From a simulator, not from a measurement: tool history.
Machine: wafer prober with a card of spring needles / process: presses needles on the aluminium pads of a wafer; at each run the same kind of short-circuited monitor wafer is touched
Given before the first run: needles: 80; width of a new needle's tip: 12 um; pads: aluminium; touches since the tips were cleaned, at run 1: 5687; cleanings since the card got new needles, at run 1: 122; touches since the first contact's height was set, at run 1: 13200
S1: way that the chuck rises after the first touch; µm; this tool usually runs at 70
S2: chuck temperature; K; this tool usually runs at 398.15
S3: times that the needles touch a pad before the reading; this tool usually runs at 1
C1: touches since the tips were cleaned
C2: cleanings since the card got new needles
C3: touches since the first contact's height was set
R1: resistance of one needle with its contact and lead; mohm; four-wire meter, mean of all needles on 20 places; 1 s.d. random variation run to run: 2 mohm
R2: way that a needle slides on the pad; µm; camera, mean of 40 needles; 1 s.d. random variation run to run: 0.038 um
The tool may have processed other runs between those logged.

{"run": 1, "hour": 0.0, "S1": 70, "S2": 398.15, "S3": 1, "C1": 5687, "C2": 122, "C3": 13200, "R1": 219, "R2": 15.74}
{"hour": 3.7, "done": "tips cleaned on abrasive film"}
{"hour": 18.2, "done": "tips cleaned on abrasive film"}
{"hour": 32.8, "done": "tips cleaned on abrasive film"}
{"run": 2, "hour": 47.1, "S1": 70, "S2": 398.15, "S3": 1, "C1": 5949, "C2": 125, "C3": 32672, "R1": 223, "R2": 15.79}
{"hour": 51.4, "done": "tips cleaned on abrasive film"}
{"hour": 65.9, "done": "tips cleaned on abrasive film"}
{"hour": 80.4, "done": "tips cleaned on abrasive film"}
{"run": 3, "hour": 82.7, "S1": 70, "S2": 398.15, "S3": 1, "C1": 948, "C2": 128, "C3": 47390, "R1": 212, "R2": 15.74}
{"hour": 97.2, "done": "tips cleaned on abrasive film"}
{"hour": 111.8, "done": "tips cleaned on abrasive film"}
{"hour": 126.3, "done": "tips cleaned on abrasive film"}
{"run": 4, "hour": 140.2, "S1": 70, "S2": 398.15, "S3": 1, "C1": 5794, "C2": 131, "C3": 71215, "R1": 216, "R2": 15.79}
{"hour": 143.9, "done": "tips cleaned on abrasive film"}
{"hour": 158.5, "done": "tips cleaned on abrasive film"}
{"hour": 176.6, "done": "tips cleaned on abrasive film"}
{"run": 5, "hour": 187.2, "S1": 70, "S2": 398.15, "S3": 1, "C1": 4416, "C2": 134, "C3": 90656, "R1": 217, "R2": 15.72}
{"hour": 194.5, "done": "tips cleaned on abrasive film"}
{"hour": 209.1, "done": "tips cleaned on abrasive film"}
{"hour": 223.6, "done": "tips cleaned on abrasive film"}
{"hour": 241.6, "done": "tips cleaned on abrasive film"}
{"hour": 259.7, "done": "tips cleaned on abrasive film"}
{"run": 6, "hour": 266.1, "S1": 70, "S2": 398.15, "S3": 1, "C1": 2667, "C2": 139, "C3": 123279, "R1": 216, "R2": 15.8}
{"hour": 277.0, "done": "tips cleaned on abrasive film"}
{"hour": 295.1, "done": "tips cleaned on abrasive film"}
{"run": 7, "hour": 307.3, "S1": 70, "S2": 398.15, "S3": 1, "C1": 5066, "C2": 141, "C3": 140364, "R1": 218, "R2": 15.71}
{"hour": 311.0, "done": "tips cleaned on abrasive film"}
{"hour": 325.5, "done": "tips cleaned on abrasive film"}
{"hour": 343.6, "done": "tips cleaned on abrasive film"}
{"hour": 358.2, "done": "tips cleaned on abrasive film"}
{"hour": 376.2, "done": "tips cleaned on abrasive film"}
{"run": 8, "hour": 389.0, "S1": 70, "S2": 398.15, "S3": 1, "C1": 5354, "C2": 146, "C3": 174184, "R1": 219, "R2": 15.8}
{"hour": 392.7, "done": "tips cleaned on abrasive film"}
{"hour": 407.3, "done": "tips cleaned on abrasive film"}
{"hour": 425.4, "done": "tips cleaned on abrasive film"}
{"hour": 429.3, "done": "height of the first contact set anew"}
{"hour": 440.2, "done": "tips cleaned on abrasive film"}
{"hour": 454.8, "done": "tips cleaned on abrasive film"}
{"hour": 472.4, "done": "tips cleaned on abrasive film"}
{"run": 9, "hour": 472.4, "S1": 70, "S2": 398.15, "S3": 1, "C1": 0, "C2": 152, "C3": 17801, "R1": 219, "R2": 15.71}
{"hour": 486.9, "done": "tips cleaned on abrasive film"}
{"hour": 505.0, "done": "tips cleaned on abrasive film"}
{"hour": 523.0, "done": "tips cleaned on abrasive film"}
{"run": 10, "hour": 528.3, "S1": 70, "S2": 398.15, "S3": 1, "C1": 2199, "C2": 155, "C3": 40956, "R1": 217, "R2": 15.79}
{"hour": 539.2, "done": "tips cleaned on abrasive film"}
{"hour": 553.7, "done": "tips cleaned on abrasive film"}
{"run": 11, "hour": 565.9, "S1": 70, "S2": 398.15, "S3": 1, "C1": 5061, "C2": 157, "C3": 56534, "R1": 218, "R2": 15.76}
{"hour": 569.6, "done": "tips cleaned on abrasive film"}
{"hour": 584.1, "done": "tips cleaned on abrasive film"}
{"hour": 596.1, "done": "card fitted with new needles"}
{"hour": 614.1, "done": "tips cleaned on abrasive film"}
{"run": 12, "hour": 620.2, "S1": 70, "S2": 398.15, "S3": 1, "C1": 2525, "C2": 1, "C3": 9968, "R1": 216, "R2": 15.76}
{"hour": 631.1, "done": "tips cleaned on abrasive film"}
{"hour": 645.6, "done": "tips cleaned on abrasive film"}
{"hour": 660.1, "done": "tips cleaned on abrasive film"}
{"run": 13, "hour": 668.0, "S1": 70, "S2": 386.15, "S3": 1, "C1": 3266, "C2": 4, "C3": 29761, "R1": 212, "R2": 15.81}
{"hour": 675.3, "done": "tips cleaned on abrasive film"}
{"hour": 689.8, "done": "tips cleaned on abrasive film"}
{"hour": 704.4, "done": "tips cleaned on abrasive film"}
{"run": 14, "hour": 710.9, "S1": 70, "S2": 379.15, "S3": 3, "C1": 2697, "C2": 7, "C3": 47487, "R1": 213, "R2": 15.71}
{"hour": 721.8, "done": "tips cleaned on abrasive film"}
{"hour": 736.3, "done": "tips cleaned on abrasive film"}
{"hour": 754.5, "done": "tips cleaned on abrasive film"}
{"run": 15, "hour": 764.3, "S1": 70, "S2": 342.15, "S3": 1, "C1": 4100, "C2": 10, "C3": 69617, "R1": 205, "R2": 15.69}
{"hour": 771.6, "done": "tips cleaned on abrasive film"}
{"hour": 789.8, "done": "tips cleaned on abrasive film"}
{"hour": 804.3, "done": "tips cleaned on abrasive film"}
{"hour": 818.8, "done": "tips cleaned on abrasive film"}
{"hour": 833.4, "done": "tips cleaned on abrasive film"}
{"run": 16, "hour": 837.4, "S1": 77, "S2": 330.15, "S3": 2, "C1": 1692, "C2": 15, "C3": 99856, "R1": 204, "R2": 17.39}
{"hour": 848.4, "done": "tips cleaned on abrasive film"}
{"hour": 862.9, "done": "tips cleaned on abrasive film"}
{"hour": 881.0, "done": "tips cleaned on abrasive film"}
{"run": 17, "hour": 890.7, "S1": 77, "S2": 339.15, "S3": 1, "C1": 4003, "C2": 18, "C3": 121891, "R1": 205, "R2": 17.29}
{"hour": 897.9, "done": "tips cleaned on abrasive film"}
{"hour": 912.5, "done": "tips cleaned on abrasive film"}
{"hour": 930.6, "done": "tips cleaned on abrasive film"}
{"run": 18, "hour": 935.6, "S1": 77, "S2": 350.15, "S3": 1, "C1": 2061, "C2": 21, "C3": 140462, "R1": 208, "R2": 17.42}
{"hour": 946.5, "done": "tips cleaned on abrasive film"}
{"hour": 964.6, "done": "tips cleaned on abrasive film"}
{"hour": 979.1, "done": "tips cleaned on abrasive film"}
{"hour": 993.7, "done": "tips cleaned on abrasive film"}
{"hour": 1008.2, "done": "tips cleaned on abrasive film"}
{"run": 19, "hour": 1018.6, "S1": 65, "S2": 333.15, "S3": 2, "C1": 4310, "C2": 26, "C3": 174820, "R1": 206, "R2": 14.63}
{"hour": 1025.9, "done": "tips cleaned on abrasive film"}
{"hour": 1040.4, "done": "tips cleaned on abrasive film"}
{"hour": 1055.2, "done": "height of the first contact set anew"}
{"hour": 1058.9, "done": "tips cleaned on abrasive film"}
{"run": 20, "hour": 1062.2, "S1": 65, "S2": 333.15, "S3": 2, "C1": 1398, "C2": 29, "C3": 2901, "R1": 204, "R2": 14.64}
{"hour": 1076.8, "done": "tips cleaned on abrasive film"}
{"hour": 1091.3, "done": "tips cleaned on abrasive film"}
{"hour": 1105.8, "done": "tips cleaned on abrasive film"}
{"hour": 1120.4, "done": "tips cleaned on abrasive film"}
{"hour": 1138.4, "done": "tips cleaned on abrasive film"}
{"run": 21, "hour": 1145.8, "S1": 65, "S2": 333.15, "S3": 2, "C1": 3087, "C2": 34, "C3": 37486, "R1": 207, "R2": 14.66}
{"hour": 1153.0, "done": "tips cleaned on abrasive film"}
{"hour": 1167.5, "done": "tips cleaned on abrasive film"}
{"hour": 1185.6, "done": "tips cleaned on abrasive film"}
{"hour": 1203.8, "done": "tips cleaned on abrasive film"}
{"run": 22, "hour": 1216.1, "S1": 70, "S2": 308.15, "S3": 1, "C1": 5113, "C2": 38, "C3": 66580, "R1": 199, "R2": 15.72}
{"hour": 1219.8, "done": "tips cleaned on abrasive film"}
{"hour": 1234.3, "done": "tips cleaned on abrasive film"}
{"hour": 1248.8, "done": "tips cleaned on abrasive film"}
{"hour": 1263.4, "done": "tips cleaned on abrasive film"}
{"run": 23, "hour": 1276.0, "S1": 70, "S2": 308.15, "S3": 1, "C1": 5246, "C2": 42, "C3": 91359, "R1": 198, "R2": 15.78}

Forecast run 24:
{"hour": 1279.7, "done": "tips cleaned on abrasive film"}
{"hour": 1294.2, "done": "tips cleaned on abrasive film"}
{"hour": 1311.4, "done": "tips cleaned on abrasive film"}
{"run": 24, "hour": 1311.4, "S1": 71, "S2": 398.15, "S3": 2, "C1": 0, "C2": 45, "C3": 105975, "R1": "?", "R2": "?"}

{"run 24": {"R1": 217, "R2": 15.94}}
Without the tool's hidden state the same run would have given R1 217 mohm, R2 15.94 µm.
